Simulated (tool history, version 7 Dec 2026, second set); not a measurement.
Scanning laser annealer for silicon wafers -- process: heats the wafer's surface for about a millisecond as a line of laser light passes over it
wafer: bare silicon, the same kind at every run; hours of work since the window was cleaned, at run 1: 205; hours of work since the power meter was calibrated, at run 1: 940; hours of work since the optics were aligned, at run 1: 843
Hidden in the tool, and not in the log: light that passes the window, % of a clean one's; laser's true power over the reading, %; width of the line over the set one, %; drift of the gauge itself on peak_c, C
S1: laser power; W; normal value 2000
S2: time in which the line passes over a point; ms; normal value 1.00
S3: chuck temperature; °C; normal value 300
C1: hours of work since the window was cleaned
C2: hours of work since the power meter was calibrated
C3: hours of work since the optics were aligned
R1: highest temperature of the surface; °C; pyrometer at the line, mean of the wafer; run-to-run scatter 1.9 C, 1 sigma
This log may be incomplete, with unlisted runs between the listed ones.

run 1 hour=0.0 | S1=2000 S2=1.00 S3=300 | C1=205 C2=940 C3=843 | R1=1094
run 2 hour=26.1 | S1=2000 S2=1.00 S3=300 | C1=223 C2=959 C3=861 | R1=1084
run 3 hour=64.2 | S1=2000 S2=1.00 S3=300 | C1=250 C2=985 C3=888 | R1=1085
run 4 hour=118.6 | S1=2000 S2=1.00 S3=300 | C1=288 C2=1023 C3=926 | R1=1077
run 5 hour=166.8 | S1=2000 S2=1.00 S3=300 | C1=322 C2=1057 C3=959 | R1=1075
run 6 hour=199.2 | S1=2000 S2=1.00 S3=300 | C1=344 C2=1079 C3=982 | R1=1072
run 7 hour=224.7 | S1=2000 S2=1.00 S3=300 | C1=362 C2=1097 C3=1000 | R1=1067
-- hour=249.3 optics aligned, line set to its width
run 8 hour=257.0 | S1=2000 S2=1.00 S3=300 | C1=381 C2=1116 C3=5 | R1=1090
-- hour=264.2 laser's power meter calibrated
run 9 hour=304.3 | S1=2000 S2=1.00 S3=300 | C1=412 C2=28 C3=36 | R1=1084
run 10 hour=349.0 | S1=2000 S2=1.00 S3=300 | C1=443 C2=59 C3=68 | R1=1074
run 11 hour=377.8 | S1=2166 S2=1.00 S3=300 | C1=463 C2=79 C3=88 | R1=1161
run 12 hour=428.1 | S1=2166 S2=1.00 S3=300 | C1=499 C2=114 C3=123 | R1=1153
-- hour=435.3 window over the wafer cleaned
run 13 hour=461.4 | S1=2166 S2=1.00 S3=300 | C1=18 C2=136 C3=145 | R1=1218
run 14 hour=484.7 | S1=2166 S2=1.00 S3=300 | C1=34 C2=153 C3=161 | R1=1212
run 15 hour=509.1 | S1=2166 S2=1.00 S3=300 | C1=52 C2=170 C3=178 | R1=1212
-- hour=532.4 laser's power meter calibrated, once more
run 16 hour=545.9 | S1=2061 S2=0.83 S3=329 | C1=75 C2=9 C3=202 | R1=1122
run 17 hour=589.6 | S1=2173 S2=1.11 S3=332 | C1=106 C2=40 C3=232 | R1=1295
run 18 hour=644.7 | S1=1809 S2=1.12 S3=319 | C1=144 C2=78 C3=271 | R1=1076
run 19 hour=674.7 | S1=1809 S2=1.12 S3=319 | C1=165 C2=99 C3=292 | R1=1070
run 20 hour=729.6 | S1=1809 S2=1.12 S3=319 | C1=203 C2=138 C3=330 | R1=1067
run 21 hour=761.5 | S1=2020 S2=0.95 S3=300 | C1=226 C2=160 C3=352 | R1=1102
run 22 hour=815.7 | S1=2020 S2=0.95 S3=300 | C1=264 C2=198 C3=390 | R1=1095
run 23 hour=859.7 | S1=2020 S2=0.95 S3=300 | C1=294 C2=229 C3=421 | R1=1091
run 24 hour=907.1 | S1=1708 S2=0.95 S3=281 | C1=327 C2=262 C3=454 | R1=913

Run 25, settings as shown, results not yet in. Your forecast:
run 25 hour=934.0 | S1=2182 S2=1.03 S3=330 | C1=346 C2=280 C3=473 | R1=?

Run 25 yielded R1 1224 °C.
With no hidden state in the tool, this same run would have given R1 1288 °C.

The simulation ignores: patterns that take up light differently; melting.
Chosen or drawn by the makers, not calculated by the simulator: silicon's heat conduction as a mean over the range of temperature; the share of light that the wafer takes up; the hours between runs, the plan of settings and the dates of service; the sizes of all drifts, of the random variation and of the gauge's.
